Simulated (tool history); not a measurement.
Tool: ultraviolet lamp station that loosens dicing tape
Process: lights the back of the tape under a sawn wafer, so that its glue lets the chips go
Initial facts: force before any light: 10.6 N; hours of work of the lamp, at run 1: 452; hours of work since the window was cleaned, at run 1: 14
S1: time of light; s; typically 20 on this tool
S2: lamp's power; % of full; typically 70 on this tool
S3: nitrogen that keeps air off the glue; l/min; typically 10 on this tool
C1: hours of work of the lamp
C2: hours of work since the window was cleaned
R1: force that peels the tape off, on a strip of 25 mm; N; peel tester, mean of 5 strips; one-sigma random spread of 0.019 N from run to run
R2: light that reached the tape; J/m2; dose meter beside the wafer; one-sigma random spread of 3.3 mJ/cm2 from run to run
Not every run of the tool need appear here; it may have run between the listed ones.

run 1 hour=0.0 | S1=20 S2=70 S3=10 | C1=452 C2=14 | R1=1.276 R2=4440
run 2 hour=22.9 | S1=20 S2=70 S3=10 | C1=465 C2=26 | R1=1.340 R2=4370
run 3 hour=48.2 | S1=20 S2=70 S3=10 | C1=479 C2=41 | R1=1.374 R2=4350
run 4 hour=67.8 | S1=20 S2=70 S3=10 | C1=490 C2=52 | R1=1.407 R2=4270
run 5 hour=97.3 | S1=20 S2=70 S3=10 | C1=507 C2=68 | R1=1.436 R2=4280
run 6 hour=125.2 | S1=20 S2=70 S3=10 | C1=523 C2=84 | R1=1.414 R2=4200
run 7 hour=154.5 | S1=20 S2=70 S3=10 | C1=539 C2=100 | R1=1.496 R2=4210
run 8 hour=181.9 | S1=20 S2=70 S3=10 | C1=554 C2=116 | R1=1.472 R2=4070
run 9 hour=209.3 | S1=20 S2=70 S3=10 | C1=570 C2=131 | R1=1.514 R2=4010
run 10 hour=232.4 | S1=20 S2=70 S3=10 | C1=583 C2=144 | R1=1.596 R2=3960
run 11 hour=263.2 | S1=20 S2=70 S3=10 | C1=600 C2=161 | R1=1.639 R2=3970
run 12 hour=291.6 | S1=20 S2=70 S3=10 | C1=616 C2=177 | R1=1.593 R2=3960
run 13 hour=323.8 | S1=24 S2=70 S3=10 | C1=634 C2=195 | R1=1.157 R2=4630
-- hour=327.9 window cleaned of glue's vapour
run 14 hour=345.3 | S1=24 S2=70 S3=10 | C1=646 C2=10 | R1=1.229 R2=4550
run 15 hour=383.4 | S1=24 S2=70 S3=10 | C1=667 C2=31 | R1=1.204 R2=4490
run 16 hour=417.4 | S1=24 S2=92 S3=10 | C1=686 C2=50 | R1=0.688 R2=5780
run 17 hour=447.5 | S1=24 S2=92 S3=10 | C1=703 C2=67 | R1=0.742 R2=5730
-- hour=458.1 window cleaned of glue's vapour, once more
run 18 hour=475.4 | S1=20 S2=70 S3=5 | C1=718 C2=10 | R1=2.327 R2=4000
run 19 hour=509.4 | S1=20 S2=79 S3=10 | C1=737 C2=29 | R1=1.280 R2=4530
run 20 hour=532.7 | S1=20 S2=79 S3=10 | C1=751 C2=42 | R1=1.258 R2=4540
run 21 hour=557.9 | S1=20 S2=79 S3=10 | C1=765 C2=56 | R1=1.393 R2=4380
run 22 hour=586.5 | S1=20 S2=79 S3=10 | C1=781 C2=72 | R1=1.375 R2=4380
run 23 hour=609.6 | S1=14 S2=89 S3=4 | C1=794 C2=85 | R1=3.158 R2=3410
run 24 hour=640.0 | S1=14 S2=89 S3=15 | C1=811 C2=102 | R1=1.729 R2=3350
run 25 hour=662.5 | S1=10 S2=89 S3=9 | C1=823 C2=115 | R1=3.512 R2=2380
run 26 hour=686.9 | S1=21 S2=78 S3=9 | C1=837 C2=128 | R1=1.432 R2=4380
run 27 hour=718.6 | S1=21 S2=78 S3=9 | C1=855 C2=146 | R1=1.520 R2=4310
run 28 hour=755.6 | S1=20 S2=65 S3=10 | C1=875 C2=167 | R1=2.194 R2=3330
run 29 hour=777.5 | S1=20 S2=83 S3=9 | C1=888 C2=179 | R1=1.519 R2=4200
run 30 hour=803.8 | S1=20 S2=83 S3=9 | C1=902 C2=194 | R1=1.543 R2=4180
-- hour=827.1 window cleaned of glue's vapour
run 31 hour=830.2 | S1=20 S2=83 S3=9 | C1=917 C2=2 | R1=1.305 R2=4530
run 32 hour=864.9 | S1=26 S2=96 S3=9 | C1=936 C2=21 | R1=0.541 R2=6590
run 33 hour=901.8 | S1=12 S2=89 S3=8 | C1=957 C2=42 | R1=2.937 R2=2790
run 34 hour=935.0 | S1=20 S2=70 S3=10 | C1=976 C2=60 | R1=1.868 R2=3650
run 35 hour=950.9 | S1=20 S2=75 S3=10 | C1=985 C2=69 | R1=1.646 R2=3860
run 36 hour=989.2 | S1=20 S2=75 S3=10 | C1=1006 C2=91 | R1=1.698 R2=3810
run 37 hour=1006.0 | S1=20 S2=75 S3=10 | C1=1015 C2=100 | R1=1.718 R2=3760
run 38 hour=1029.4 | S1=20 S2=75 S3=10 | C1=1029 C2=113 | R1=1.795 R2=3700
run 39 hour=1055.9 | S1=20 S2=75 S3=10 | C1=1043 C2=128 | R1=1.791 R2=3690
run 40 hour=1075.1 | S1=20 S2=75 S3=10 | C1=1054 C2=139 | R1=1.848 R2=3620
run 41 hour=1093.5 | S1=39 S2=87 S3=7 | C1=1065 C2=149 | R1=0.375 R2=8180
run 42 hour=1123.8 | S1=13 S2=71 S3=10 | C1=1082 C2=166 | R1=3.816 R2=2200
run 43 hour=1144.2 | S1=18 S2=100 S3=6 | C1=1093 C2=178 | R1=1.919 R2=4280
run 44 hour=1173.6 | S1=18 S2=100 S3=6 | C1=1109 C2=194 | R1=1.959 R2=4220

Run by run, hidden condition taken away, random variation retained:
Hidden state present: lamp's light, % of a new lamp's; light that the window lets through, % of a clean one's; drift of the gauge itself on peel_n, %; drift of the gauge itself on dose_mj_cm2, %.
run=1 R1=0.893 R2=5210
run=2 R1=0.929 R2=5170
run=3 R1=0.930 R2=5210
run=4 R1=0.939 R2=5150
run=5 R1=0.935 R2=5220
run=6 R1=0.901 R2=5190
run=7 R1=0.933 R2=5240
run=8 R1=0.903 R2=5140
run=9 R1=0.906 R2=5110
run=10 R1=0.939 R2=5100
run=11 R1=0.944 R2=5150
run=12 R1=0.904 R2=5190
run=13 R1=0.581 R2=6170
run=14 R1=0.582 R2=6230
run=15 R1=0.548 R2=6240
run=16 R1=0.261 R2=8170
run=17 R1=0.274 R2=8180
run=18 R1=1.521 R2=5140
run=19 R1=0.697 R2=5900
run=20 R1=0.668 R2=5940
run=21 R1=0.725 R2=5810
run=22 R1=0.699 R2=5870
run=23 R1=2.081 R2=4620
run=24 R1=0.905 R2=4590
run=25 R1=2.305 R2=3290
run=26 R1=0.672 R2=6100
run=27 R1=0.700 R2=6110
run=28 R1=1.108 R2=4800
run=29 R1=0.659 R2=6100
run=30 R1=0.654 R2=6130
run=31 R1=0.632 R2=6230
run=32 R1=0.206 R2=9200
run=33 R1=1.761 R2=3950
run=34 R1=0.907 R2=5230
run=35 R1=0.752 R2=5570
run=36 R1=0.755 R2=5580
run=37 R1=0.755 R2=5560
run=38 R1=0.771 R2=5530
run=39 R1=0.757 R2=5560
run=40 R1=0.766 R2=5510
run=41 R1=0.113 R2=12540
run=42 R1=2.142 R2=3430
run=43 R1=0.751 R2=6690
run=44 R1=0.748 R2=6690
